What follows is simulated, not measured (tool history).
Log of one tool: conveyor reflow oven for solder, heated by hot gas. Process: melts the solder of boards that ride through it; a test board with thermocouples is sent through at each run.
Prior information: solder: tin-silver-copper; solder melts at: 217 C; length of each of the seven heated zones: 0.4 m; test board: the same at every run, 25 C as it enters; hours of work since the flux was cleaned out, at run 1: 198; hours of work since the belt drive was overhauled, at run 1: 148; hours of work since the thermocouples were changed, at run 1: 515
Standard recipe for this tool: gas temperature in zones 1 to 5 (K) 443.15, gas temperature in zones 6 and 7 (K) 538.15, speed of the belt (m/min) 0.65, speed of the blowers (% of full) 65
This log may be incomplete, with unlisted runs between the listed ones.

run     day  gas temperature in zones 1 to 5 (K)  gas temperature in zones 6 and 7 (K)  speed of the belt (m/min)  speed of the blowers (% of full)  hours of work since the flux was cleaned out  hours of work since the belt drive was overhauled  hours of work since the thermocouples were changed  highest temperature of the board (K)  time above the solder's melting point (s)
  1       0                               443.15                                538.15                       0.65                                65                                           198                                                148                                                 515                                523.76                                      53.37
  2   0.588                               443.15                                538.15                       0.65                                65                                           209                                                159                                                 526                                523.57                                      53.18
  3   0.875                               443.15                                538.15                       0.65                                65                                           214                                                164                                                 531                                523.49                                      53.29
  4   1.246                               443.15                                538.15                      0.711                                65                                           221                                                171                                                 538                                520.68                                         46
  5   1.558                               443.15                                538.15                      0.711                                65                                           226                                                176                                                 543                                520.81                                      46.02
  6   1.979                               443.15                                535.15                       0.65                                65                                           234                                                184                                                 551                                520.76                                      51.34
  7   2.458                               443.15                                535.15                       0.65                                65                                           242                                                193                                                 560                                520.64                                       51.3
  8   2.946                               443.15                                535.15                       0.65                                65                                           251                                                201                                                 568                                520.72                                      51.33
  9   3.579                               443.15                                538.15                       0.65                                59                                           263                                                213                                                 580                                522.53                                      52.13
 10   4.242                               443.15                                538.15                       0.65                                65                                           275                                                225                                                 592                                523.23                                      53.09
 11   4.721                               443.15                                538.15                       0.65                                65                                           283                                                233                                                 600                                523.24                                      53.03
      4.954  -- belt drive overhauled, speed set with a stopwatch
 12   5.579                               443.15                                538.15                       0.65                                65                                           296                                                 11                                                 613                                523.26                                       53.1
 13    5.95                               443.15                                538.15                       0.65                                65                                           302                                                 18                                                 620                                523.08                                      53.42
        6.3  -- belt drive overhauled, speed set with a stopwatch, once more
 14   6.479                               443.15                                538.15                       0.65                                65                                           309                                                  3                                                 626                                522.97                                      52.46
 15   6.971                               443.15                                538.15                       0.65                                65                                           318                                                 12                                                 635                                522.83                                      52.37
      7.342  -- flux residue cleaned out of gas plates and filters
 16   7.483                               443.15                                552.15                       0.65                                65                                             3                                                 18                                                 640                                 536.3                                      60.75
 17   8.092                               452.15                                538.15                      0.585                                64                                            14                                                 29                                                 651                                527.36                                      66.39
 18   8.725                               452.15                                538.15                      0.585                                64                                            25                                                 40                                                 663                                527.49                                      66.27
      9.029  -- thermocouples of zones 6 and 7 changed
 19   9.292                               452.15                                538.15                      0.585                                64                                            34                                                 49                                                   5                                 527.5                                      66.42
 20   9.667                               454.15                                538.15                       0.65                                65                                            40                                                 55                                                  11                                525.44                                      58.32
 21  10.071                               443.15                                538.15                      0.535                                65                                            48                                                 63                                                  19                                528.76                                      70.55
 22  10.746                               450.15                                552.15                      0.712                                60                                            60                                                 75                                                  31                                 533.2                                      55.58
 23  11.429                               450.15                                530.15                      0.712                                86                                            72                                                 87                                                  43                                517.78                                      47.24
 24  12.125                               443.15                                548.15                       0.65                                65                                            85                                                100                                                  56                                532.43                                       58.8
 25  12.771                               452.15                                536.15                      0.735                                76                                            96                                                111                                                  67                                 521.2                                      47.93
 26  13.279                               448.15                                538.15                      0.721                                90                                           105                                                120                                                  76                                524.37                                      50.26
 27  13.629                               443.15                                531.15                       0.65                                65                                           112                                                127                                                  83                                517.22                                      48.42
 28  14.042                               443.15                                531.15                       0.65                                65                                           119                                                134                                                  90                                517.18                                      48.44
 29  14.512                               443.15                                531.15                      0.636                                65                                           128                                                143                                                  99                                517.77                                      50.22
 30  14.904                               452.15                                533.15                      0.553                                63                                           135                                                150                                                 106                                523.65                                      68.43

Here are 3 independent what-if runs from the current tool condition. What would each one return?
  A  15.3                               435.15                                533.15                      0.673                                63                                           142                                                157                                                 113                                     ?                                          ?
  B  15.3                               443.15                                546.15                      0.757                                61                                           142                                                157                                                 113                                     ?                                          ?
  C  15.3                               443.15                                552.15                      0.549                                65                                           142                                                157                                                 113                                     ?                                          ?

run  highest temperature of the board (K)  time above the solder's melting point (s)
  A                                516.28                                       42.8
  B                                524.24                                      44.95
  C                                540.73                                      75.43
The same runs, with their run-to-run variation unchanged, on a tool lacking any hidden condition would have given:
run  highest temperature of the board (K)  time above the solder's melting point (s)
  A                                 517.4                                      43.81
  B                                525.45                                      45.67
  C                                541.74                                       75.7
